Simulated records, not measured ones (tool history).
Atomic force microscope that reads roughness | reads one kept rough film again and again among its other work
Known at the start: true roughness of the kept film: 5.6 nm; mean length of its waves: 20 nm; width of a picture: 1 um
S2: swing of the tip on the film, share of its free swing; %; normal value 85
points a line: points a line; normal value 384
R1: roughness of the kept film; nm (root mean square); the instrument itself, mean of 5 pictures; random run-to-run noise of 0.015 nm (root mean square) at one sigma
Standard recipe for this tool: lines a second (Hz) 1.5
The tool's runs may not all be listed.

{"run": 1, "hour": 0.0, "lines a second (Hz)": 1.5, "S2": 85, "points a line": 384, "R1": 3.652}
{"run": 2, "hour": 11.0, "lines a second (Hz)": 1.5, "S2": 85, "points a line": 384, "R1": 3.299}
{"run": 3, "hour": 31.1, "lines a second (Hz)": 1.5, "S2": 88, "points a line": 384, "R1": 2.72}
{"run": 4, "hour": 48.3, "lines a second (Hz)": 1.5, "S2": 88, "points a line": 384, "R1": 2.375}
{"run": 5, "hour": 59.3, "lines a second (Hz)": 1.5, "S2": 88, "points a line": 384, "R1": 2.207}
{"run": 6, "hour": 68.5, "lines a second (Hz)": 2.24, "S2": 88, "points a line": 384, "R1": 2.014}
{"run": 7, "hour": 83.9, "lines a second (Hz)": 1.5, "S2": 85, "points a line": 384, "R1": 1.916}
{"hour": 93.6, "done": "new tip fitted"}
{"run": 8, "hour": 98.9, "lines a second (Hz)": 1.5, "S2": 83, "points a line": 384, "R1": 3.469}
{"run": 9, "hour": 117.4, "lines a second (Hz)": 1.64, "S2": 85, "points a line": 384, "R1": 2.843}
{"run": 10, "hour": 136.5, "lines a second (Hz)": 0.73, "S2": 78, "points a line": 384, "R1": 2.626}
{"run": 11, "hour": 147.5, "lines a second (Hz)": 1.5, "S2": 69, "points a line": 336, "R1": 2.403}
{"run": 12, "hour": 159.5, "lines a second (Hz)": 2.83, "S2": 85, "points a line": 384, "R1": 1.97}
{"hour": 162.1, "done": "height scale calibrated on a step standard"}
{"run": 13, "hour": 175.7, "lines a second (Hz)": 2.83, "S2": 85, "points a line": 384, "R1": 1.799}
{"hour": 188.1, "done": "new tip fitted"}
{"run": 14, "hour": 189.3, "lines a second (Hz)": 1.94, "S2": 85, "points a line": 547, "R1": 3.525}
{"run": 15, "hour": 204.4, "lines a second (Hz)": 1.5, "S2": 69, "points a line": 384, "R1": 3.223}
{"run": 16, "hour": 220.1, "lines a second (Hz)": 2.27, "S2": 78, "points a line": 1009, "R1": 2.716}

Run 17, settings as shown, results not yet in. Your forecast:
{"run": 17, "hour": 234.3, "lines a second (Hz)": 2.27, "S2": 73, "points a line": 1009, "R1": "?"}

{"run 17": {"R1": 2.461}}
Take away the tool's hidden state, keep the run-to-run variation as it was, and the same run would have given R1 3.765 nm (root mean square).
